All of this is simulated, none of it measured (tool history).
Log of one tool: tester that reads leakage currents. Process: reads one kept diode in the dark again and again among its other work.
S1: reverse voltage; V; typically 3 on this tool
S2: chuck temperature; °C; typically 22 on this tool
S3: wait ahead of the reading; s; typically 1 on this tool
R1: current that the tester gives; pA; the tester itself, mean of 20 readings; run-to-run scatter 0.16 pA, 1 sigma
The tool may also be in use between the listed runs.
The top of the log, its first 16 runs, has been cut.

run      day     S1  S2    S3      R1
 17   82.025  12.39  22     1    86.5
 18   87.221   2.69  22     1   48.15
 19   94.033   2.69  22     1   47.07
 20   100.05   2.69  22     1    46.1
 21  103.408   2.69  22     1   45.85
 22  110.071  16.71  21  0.34   90.02
     112.588  -- chuck's temperature calibrated
 23  115.388      3  22  2.26   52.52
 24  122.229   7.13  22  2.08   70.77
 25  127.929      3  31     1  118.14
 26  132.412   1.27  29  1.04   71.64
 27  137.925   2.67  22     1   46.91
 28  142.425   12.9  22  8.49   83.03
 29  147.775  18.12  27  1.83  149.89
     152.821  -- chuck's temperature calibrated
 30  153.062  10.02  25  0.54  116.91
 31  158.996  10.02  25  0.54  116.14
 32  162.525  10.02  25  0.54  113.25
 33    166.8  10.02  25  0.54  111.98

Run 34 has not been measured yet. What should we expect?
 34  173.562  10.02  22  0.54   ?

R1: 84.3 pA
If the tool had no hidden condition, the same run with the same run-to-run variation would have returned R1 82.53 pA.

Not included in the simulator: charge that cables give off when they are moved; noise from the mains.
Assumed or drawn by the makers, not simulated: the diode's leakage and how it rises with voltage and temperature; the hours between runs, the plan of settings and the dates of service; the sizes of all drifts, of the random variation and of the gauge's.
